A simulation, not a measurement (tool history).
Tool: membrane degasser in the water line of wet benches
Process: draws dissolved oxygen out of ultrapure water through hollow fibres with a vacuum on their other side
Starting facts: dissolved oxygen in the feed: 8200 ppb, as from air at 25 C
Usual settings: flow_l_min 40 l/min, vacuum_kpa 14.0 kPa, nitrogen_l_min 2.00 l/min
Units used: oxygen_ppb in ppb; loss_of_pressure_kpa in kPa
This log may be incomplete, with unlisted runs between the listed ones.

run	hour	flow_l_min	vacuum_kpa	nitrogen_l_min	oxygen_ppb	loss_of_pressure_kpa
1	0.0	40	14.0	2.00	466.8	39.48
2	39.6	40	14.0	2.00	466.5	39.60
3	60.3	40	14.0	2.00	468.3	39.17
4	84.6	40	14.0	2.00	469.1	39.62
5	129.0	40	14.0	2.00	467.1	39.63
6	152.6	27	14.0	2.00	329.9	26.90
7	187.5	60	28.6	1.30	1877.9	59.29
8	221.7	60	28.6	1.30	1874.0	59.15
9	250.1	33	13.6	2.18	353.4	32.42
10	271.5	33	13.6	2.18	354.6	32.48
11	305.1	40	14.0	2.37	407.5	39.83
12	345.9	40	12.1	1.21	589.9	39.67

Forecast each of these 4 alternatives for the next run:
A	392.7	53	20.9	0.95	?	?
B	392.7	43	16.2	0.96	?	?
C	392.7	40	9.1	4.30	?	?
D	392.7	40	23.2	2.00	?	?

run	oxygen_ppb	loss_of_pressure_kpa
A	1586.0	52.48
B	1041.6	42.33
C	139.0	39.39
D	823.0	39.29
Without the tool's hidden state the same runs would have given:
run	oxygen_ppb	loss_of_pressure_kpa
A	1576.6	52.47
B	1035.5	42.32
C	138.2	39.38
D	818.1	39.28

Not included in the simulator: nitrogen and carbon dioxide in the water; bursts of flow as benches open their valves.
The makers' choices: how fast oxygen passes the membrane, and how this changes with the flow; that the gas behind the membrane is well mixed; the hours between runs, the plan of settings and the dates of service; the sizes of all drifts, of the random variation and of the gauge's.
